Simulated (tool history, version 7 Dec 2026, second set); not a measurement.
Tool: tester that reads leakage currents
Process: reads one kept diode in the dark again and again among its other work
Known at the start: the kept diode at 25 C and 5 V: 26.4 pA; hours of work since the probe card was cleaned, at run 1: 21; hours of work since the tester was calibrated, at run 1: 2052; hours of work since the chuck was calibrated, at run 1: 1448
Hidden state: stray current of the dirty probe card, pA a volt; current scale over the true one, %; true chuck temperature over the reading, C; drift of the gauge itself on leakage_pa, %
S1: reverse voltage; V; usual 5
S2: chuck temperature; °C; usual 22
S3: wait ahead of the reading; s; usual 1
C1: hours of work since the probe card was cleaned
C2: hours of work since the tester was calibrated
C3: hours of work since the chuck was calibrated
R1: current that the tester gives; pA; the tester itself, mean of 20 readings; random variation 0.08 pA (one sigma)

Run 1, hour 0: usual settings; C1 21; C2 2052; C3 1448. Result: R1 19.58 pA.
Run 2, hour 109: usual settings; C1 99; C2 2130; C3 1527. Result: R1 19.83 pA.
Run 3, hour 188.4: usual settings; C1 156; C2 2188; C3 1584. Result: R1 20.15 pA.
Run 4, hour 266.1: usual settings; C1 213; C2 2244; C3 1640. Result: R1 20.42 pA.
Run 5, hour 346.9: usual settings but S3 1.39 s; C1 271; C2 2302; C3 1699. Result: R1 20.32 pA.
Run 6, hour 434.6: usual settings but S3 1.39 s; C1 334; C2 2365; C3 1762. Result: R1 20.67 pA.
Run 7, hour 500.7: usual settings but S3 1.39 s; C1 382; C2 2413; C3 1810. Result: R1 20.79 pA.
Run 8, hour 586.6: usual settings but S2 23 °C; C1 444; C2 2475; C3 1872. Result: R1 23.06 pA.
Run 9, hour 651.7: usual settings but S2 23 °C; C1 491; C2 2522; C3 1919. Result: R1 23.19 pA.
Run 10, hour 718.3: usual settings but S1 3.47 V, S2 23 °C; C1 539; C2 2570; C3 1967. Result: R1 18.67 pA.
At hour 726.1: chuck's temperature calibrated.
Run 11, hour 815.5: usual settings but S3 0.95 s; C1 608; C2 2639; C3 65. Result: R1 20.64 pA.
Run 12, hour 927: usual settings; C1 688; C2 2719; C3 145. Result: R1 20.84 pA.
Run 13, hour 1020.9: usual settings but S2 37 °C; C1 756; C2 2787; C3 213. Result: R1 67.15 pA.
Run 14, hour 1086.2: usual settings but S2 37 °C; C1 803; C2 2834; C3 260. Result: R1 67 pA.
Run 15, hour 1162.7: usual settings but S2 37 °C; C1 858; C2 2889; C3 315. Result: R1 66.76 pA.
At hour 1178.8: chuck's temperature calibrated, once more.
Run 16, hour 1244.5: usual settings but S2 37 °C; C1 916; C2 2947; C3 47. Result: R1 78.5 pA.
Run 17, hour 1301.6: usual settings but S3 2.21 s; C1 957; C2 2988; C3 89. Result: R1 24.83 pA.
Run 18, hour 1364.9: usual settings; C1 1003; C2 3034; C3 134. Result: R1 25.54 pA.
Run 19, hour 1410.8: usual settings but S1 11.5 V; C1 1036; C2 3067; C3 167. Result: R1 44.66 pA.
Run 20, hour 1499.9: usual settings but S1 3.41 V, S2 57 °C; C1 1100; C2 3131; C3 232. Result: R1 282.79 pA.
Run 21, hour 1611.7: usual settings but S1 3.41 V, S2 24 °C, S3 1.45 s; C1 1181; C2 3212; C3 313. Result: R1 23.24 pA.
Run 22, hour 1674.8: usual settings but S1 3.41 V, S2 24 °C, S3 1.45 s; C1 1227; C2 3258; C3 358. Result: R1 23.42 pA.
At hour 1710.8: probe card cleaned and baked.
Run 23, hour 1733.2: usual settings but S1 3.41 V, S2 24 °C, S3 1.45 s; C1 16; C2 3298; C3 398. Result: R1 19.51 pA.
Run 24, hour 1792.3: usual settings but S1 3.41 V, S2 24 °C, S3 1.45 s; C1 59; C2 3340; C3 441. Result: R1 19.68 pA.
Run 25, hour 1868: usual settings but S1 3.41 V, S2 49 °C, S3 1.45 s; C1 113; C2 3395; C3 495. Result: R1 152.51 pA.
Run 26, hour 1953: usual settings but S1 4.81 V, S2 41 °C, S3 0.77 s; C1 175; C2 3456; C3 557. Result: R1 99.96 pA.
Run 27, hour 2060.9: usual settings but S1 7.06 V, S2 26 °C, S3 2.38 s; C1 253; C2 3534; C3 635. Result: R1 36.15 pA.
Run 28, hour 2132.9: usual settings but S1 4.53 V, S2 26 °C, S3 2.38 s; C1 305; C2 3586; C3 687. Result: R1 28.08 pA.
Run 29, hour 2242.6: usual settings but S1 4.67 V, S2 24 °C, S3 1.22 s; C1 384; C2 3665; C3 766. Result: R1 24.55 pA.
Run 30, hour 2335.3: usual settings but S2 46 °C; C1 451; C2 3732; C3 833. Result: R1 150.24 pA.
Run 31, hour 2397.7: usual settings but S1 9.43 V, S2 21 °C, S3 8.47 s; C1 496; C2 3777; C3 878. Result: R1 29.66 pA.
Run 32, hour 2499.7: usual settings but S1 1.14 V, S2 51 °C, S3 0.7 s; C1 569; C2 3851; C3 951. Result: R1 94.56 pA.
Run 33, hour 2608.2: usual settings but S1 1.14 V, S2 51 °C, S3 0.7 s; C1 648; C2 3929; C3 1030. Result: R1 94.2 pA.
Run 34, hour 2710.3: usual settings but S1 19.83 V, S2 50 °C, S3 3.1 s; C1 721; C2 4003; C3 1103. Result: R1 443.6 pA.
Run 35, hour 2769.6: usual settings but S1 19.83 V, S2 50 °C, S3 3.1 s; C1 764; C2 4046; C3 1146. Result: R1 442.89 pA.
Run 36, hour 2825: usual settings but S1 19.83 V, S2 50 °C, S3 3.1 s; C1 804; C2 4086; C3 1186. Result: R1 444.9 pA.
Run 37, hour 2934.7: usual settings but S1 5.49 V, S2 39 °C; C1 883; C2 4165; C3 1265. Result: R1 92.42 pA.

Some steps in R1 between neighbouring runs. How much of each would the tool show without its hidden state too (settings, what came in, random variation), and how much is left for the hidden state, with any gauge scatter that isn't in both results?
Run 12 -> 13: S2 22 -> 37. R1 +46.31 pA: hidden state -7.49, all else +53.8.
Run 15 -> 16: chuck's temperature calibrated, once more. R1 +11.74 pA: hidden state +11.61, all else +0.13.
Run 19 -> 20: S1 11.5 -> 3.41, S2 22 -> 57. R1 +238.13 pA: hidden state -8.77, all else +246.9.
Run 20 -> 21: S2 57 -> 24, S3 1 -> 1.45. R1 -259.55 pA: hidden state +1.62, all else -261.17.
Run 33 -> 34: S1 1.14 -> 19.83, S2 51 -> 50, S3 0.7 -> 3.1. R1 +349.4 pA: hidden state -3.15, all else +352.55.
Run 36 -> 37: S1 19.83 -> 5.49, S2 50 -> 39, S3 3.1 -> 1. R1 -352.48 pA: hidden state +5.94, all else -358.42.
